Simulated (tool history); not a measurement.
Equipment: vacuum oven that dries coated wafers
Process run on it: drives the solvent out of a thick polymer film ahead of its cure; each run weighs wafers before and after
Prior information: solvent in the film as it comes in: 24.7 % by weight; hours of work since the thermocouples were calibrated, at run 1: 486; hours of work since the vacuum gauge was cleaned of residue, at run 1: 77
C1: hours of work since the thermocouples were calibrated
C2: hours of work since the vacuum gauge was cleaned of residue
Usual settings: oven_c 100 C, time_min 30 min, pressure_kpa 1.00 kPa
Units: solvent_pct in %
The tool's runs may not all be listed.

Run 1, hour 0.0: usual settings; C1 486; C2 77. Result: solvent_pct 1.10 %.
Run 2, hour 77.3: usual settings; C1 521; C2 112. Result: solvent_pct 1.11 %.
Run 3, hour 156.3: usual settings; C1 557; C2 148. Result: solvent_pct 1.10 %.
Run 4, hour 210.2: usual settings but time_min 39 min; C1 581; C2 172. Result: solvent_pct 0.70 %.
Run 5, hour 262.1: usual settings but oven_c 89 C, time_min 39 min; C1 605; C2 196. Result: solvent_pct 2.79 %.
Run 6, hour 297.6: usual settings but oven_c 89 C, time_min 39 min; C1 621; C2 212. Result: solvent_pct 2.79 %.
Run 7, hour 365.6: usual settings; C1 652; C2 243. Result: solvent_pct 1.09 %.
Run 8, hour 425.4: usual settings; C1 679; C2 270. Result: solvent_pct 1.10 %.
Run 9, hour 476.6: usual settings; C1 702; C2 293. Result: solvent_pct 1.07 %.
Run 10, hour 511.2: usual settings but time_min 25 min; C1 718; C2 309. Result: solvent_pct 1.49 %.
Run 11, hour 563.5: usual settings but time_min 25 min; C1 742; C2 332. Result: solvent_pct 1.54 %.
Run 12, hour 599.9: usual settings but time_min 38 min; C1 758; C2 349. Result: solvent_pct 0.73 %.
Run 13, hour 663.8: usual settings but time_min 16 min; C1 787; C2 378. Result: solvent_pct 3.42 %.
Run 14, hour 721.2: usual settings but time_min 16 min; C1 813; C2 404. Result: solvent_pct 3.41 %.
Run 15, hour 770.7: usual settings but time_min 16 min; C1 836; C2 426. Result: solvent_pct 3.40 %.
At hour 778.4: vacuum gauge cleaned of residue and calibrated.
Run 16, hour 809.4: usual settings but time_min 16 min; C1 852; C2 14. Result: solvent_pct 3.40 %.
Run 17, hour 864.2: usual settings but pressure_kpa 1.38 kPa; C1 877; C2 39. Result: solvent_pct 1.21 %.
Run 18, hour 903.8: usual settings but pressure_kpa 1.38 kPa; C1 895; C2 57. Result: solvent_pct 1.21 %.
Run 19, hour 955.7: usual settings; C1 919; C2 80. Result: solvent_pct 1.02 %.
Run 20, hour 1000.7: usual settings; C1 939; C2 101. Result: solvent_pct 1.00 %.
Run 21, hour 1042.4: usual settings; C1 958; C2 120. Result: solvent_pct 1.02 %.
Run 22, hour 1111.5: usual settings but oven_c 108 C; C1 989; C2 151. Result: solvent_pct 0.42 %.
Run 23, hour 1171.6: usual settings but oven_c 114 C, time_min 32 min, pressure_kpa 0.98 kPa; C1 1017; C2 178. Result: solvent_pct 0.30 %.
At hour 1231.1: vacuum gauge cleaned of residue and calibrated, once more.
Run 24, hour 1239.1: usual settings but oven_c 114 C, time_min 32 min, pressure_kpa 0.98 kPa; C1 1047; C2 4. Result: solvent_pct 0.27 %.
Run 25, hour 1280.2: usual settings but pressure_kpa 3.12 kPa; C1 1065; C2 22. Result: solvent_pct 1.95 %.
Run 26, hour 1330.2: usual settings but pressure_kpa 1.25 kPa; C1 1088; C2 45. Result: solvent_pct 1.06 %.
Run 27, hour 1411.7: usual settings but oven_c 94 C, time_min 37 min, pressure_kpa 1.25 kPa; C1 1125; C2 82. Result: solvent_pct 1.60 %.
Run 28, hour 1459.1: usual settings but oven_c 94 C, time_min 37 min, pressure_kpa 1.25 kPa; C1 1146; C2 103. Result: solvent_pct 1.58 %.
Run 29, hour 1493.0: usual settings but oven_c 94 C, time_min 35 min, pressure_kpa 1.25 kPa; C1 1162; C2 119. Result: solvent_pct 1.73 %.
Run 30, hour 1532.5: usual settings but oven_c 94 C, pressure_kpa 1.95 kPa; C1 1180; C2 137. Result: solvent_pct 2.64 %.
Run 31, hour 1610.9: usual settings but oven_c 115 C, time_min 19 min, pressure_kpa 0.79 kPa; C1 1215; C2 172. Result: solvent_pct 0.29 %.
Run 32, hour 1646.2: usual settings but oven_c 98 C, time_min 33 min, pressure_kpa 3.20 kPa; C1 1231; C2 188. Result: solvent_pct 2.09 %.
Run 33, hour 1694.1: usual settings but oven_c 98 C, time_min 33 min, pressure_kpa 2.13 kPa; C1 1253; C2 210. Result: solvent_pct 1.56 %.
Run 34, hour 1768.3: usual settings but pressure_kpa 0.76 kPa; C1 1287; C2 244. Result: solvent_pct 0.82 %.
Run 35, hour 1811.7: usual settings but oven_c 97 C, time_min 25 min, pressure_kpa 0.55 kPa; C1 1306; C2 263. Result: solvent_pct 1.75 %.
Run 36, hour 1881.7: usual settings but oven_c 95 C, time_min 25 min, pressure_kpa 0.95 kPa; C1 1338; C2 295. Result: solvent_pct 2.49 %.
Run 37, hour 1926.4: usual settings but oven_c 96 C, pressure_kpa 2.22 kPa; C1 1358; C2 315. Result: solvent_pct 2.15 %.
Run 38, hour 2000.8: usual settings but oven_c 96 C, pressure_kpa 2.22 kPa; C1 1392; C2 349. Result: solvent_pct 2.19 %.
Run 39, hour 2060.4: usual settings but oven_c 96 C, time_min 25 min, pressure_kpa 2.22 kPa; C1 1419; C2 376. Result: solvent_pct 2.80 %.
Run 40, hour 2134.8: usual settings but oven_c 87 C, time_min 39 min, pressure_kpa 3.14 kPa; C1 1453; C2 410. Result: solvent_pct 4.36 %.
Run 41, hour 2179.4: usual settings but oven_c 89 C, pressure_kpa 1.46 kPa; C1 1473; C2 430. Result: solvent_pct 3.84 %.
Run 42, hour 2222.6: usual settings but time_min 34 min, pressure_kpa 3.07 kPa; C1 1493; C2 450. Result: solvent_pct 1.67 %.
Run 43, hour 2293.1: usual settings but time_min 34 min, pressure_kpa 3.07 kPa; C1 1525; C2 482. Result: solvent_pct 1.63 %.
Run 44, hour 2368.4: usual settings but time_min 26 min, pressure_kpa 3.07 kPa; C1 1559; C2 516. Result: solvent_pct 2.07 %.

Alternative continuations, all from the tool just after run 44; predict every row:
Run A, hour 2419.4: usual settings but oven_c 112 C, pressure_kpa 1.50 kPa; C1 1582; C2 539. Result: solvent_pct ?.
Run B, hour 2419.4: usual settings but oven_c 91 C, pressure_kpa 0.64 kPa; C1 1582; C2 539. Result: solvent_pct ?.
Run C, hour 2419.4: usual settings but time_min 52 min, pressure_kpa 2.24 kPa; C1 1582; C2 539. Result: solvent_pct ?.

run  solvent_pct
  A         0.49
  B         2.59
  C         1.06
With the hidden condition removed and each run's random variation left untouched, the same runs would have given:
run  solvent_pct
  A         0.52
  B         3.45
  C         1.16

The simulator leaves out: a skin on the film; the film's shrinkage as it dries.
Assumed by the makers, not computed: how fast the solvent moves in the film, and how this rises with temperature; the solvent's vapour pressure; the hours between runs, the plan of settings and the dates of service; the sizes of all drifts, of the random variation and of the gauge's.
